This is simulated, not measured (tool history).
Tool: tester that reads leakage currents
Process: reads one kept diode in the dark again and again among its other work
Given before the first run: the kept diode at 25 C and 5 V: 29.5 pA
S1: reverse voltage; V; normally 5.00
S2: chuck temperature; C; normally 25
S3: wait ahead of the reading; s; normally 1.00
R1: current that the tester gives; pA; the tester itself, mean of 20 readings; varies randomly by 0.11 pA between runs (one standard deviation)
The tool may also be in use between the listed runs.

| run | hour | S1 | S2 | S3 | R1 |
|---|---|---|---|---|---|
| 1 | 0.0 | 5.00 | 25 | 1.00 | 29.02 |
|  | 79.5 | chuck's temperature calibrated |
| 2 | 123.1 | 5.00 | 45 | 1.00 | 162.32 |
| 3 | 193.3 | 5.00 | 45 | 1.00 | 162.39 |
| 4 | 272.7 | 5.00 | 45 | 1.00 | 161.40 |
| 5 | 401.7 | 5.00 | 45 | 1.00 | 161.02 |
| 6 | 532.2 | 5.00 | 25 | 1.00 | 27.40 |
| 7 | 615.7 | 5.00 | 25 | 1.00 | 27.17 |
| 8 | 702.1 | 5.00 | 25 | 1.00 | 27.39 |
|  | 811.6 | chuck's temperature calibrated, once more |
| 9 | 823.5 | 5.00 | 25 | 2.06 | 30.81 |
| 10 | 927.6 | 3.75 | 25 | 1.00 | 27.40 |
| 11 | 992.6 | 5.00 | 25 | 1.00 | 31.60 |
| 12 | 1058.3 | 5.00 | 25 | 1.00 | 31.54 |
| 13 | 1136.4 | 1.93 | 25 | 1.00 | 19.37 |
| 14 | 1211.1 | 5.00 | 25 | 1.00 | 31.44 |
| 15 | 1318.5 | 5.00 | 25 | 1.00 | 31.30 |
| 16 | 1418.9 | 1.44 | 46 | 1.16 | 107.38 |
| 17 | 1497.5 | 4.23 | 46 | 1.68 | 180.00 |
| 18 | 1559.3 | 7.84 | 30 | 1.00 | 61.33 |
| 19 | 1634.4 | 15.96 | 26 | 7.18 | 57.25 |
| 20 | 1728.8 | 15.96 | 26 | 7.18 | 57.47 |
| 21 | 1825.9 | 1.12 | 25 | 1.00 | 14.41 |
| 22 | 1914.5 | 13.56 | 25 | 1.00 | 52.58 |
| 23 | 2026.2 | 13.56 | 25 | 1.00 | 52.55 |
| 24 | 2099.6 | 3.62 | 30 | 0.45 | 42.23 |
| 25 | 2222.0 | 2.83 | 20 | 1.96 | 13.94 |
| 26 | 2298.3 | 2.83 | 20 | 1.44 | 14.04 |
| 27 | 2400.7 | 5.00 | 26 | 2.30 | 32.09 |
| 28 | 2456.7 | 5.00 | 26 | 2.30 | 32.07 |
| 29 | 2536.0 | 6.44 | 32 | 1.00 | 63.43 |

Forecast each of these 5 alternatives for the next run:
| A | 2596.7 | 5.00 | 25 | 5.67 | ? |
| B | 2596.7 | 5.00 | 39 | 1.00 | ? |
| C | 2596.7 | 16.58 | 46 | 1.00 | ? |
| D | 2596.7 | 6.44 | 46 | 0.86 | ? |
| E | 2596.7 | 3.89 | 22 | 6.50 | ? |

| run | R1 |
|---|---|
| A | 28.75 |
| B | 102.93 |
| C | 334.88 |
| D | 214.10 |
| E | 19.09 |
With no hidden state in the tool, these same runs would have given:
| run | R1 |
|---|---|
| A | 30.00 |
| B | 109.57 |
| C | 355.35 |
| D | 228.18 |
| E | 19.82 |
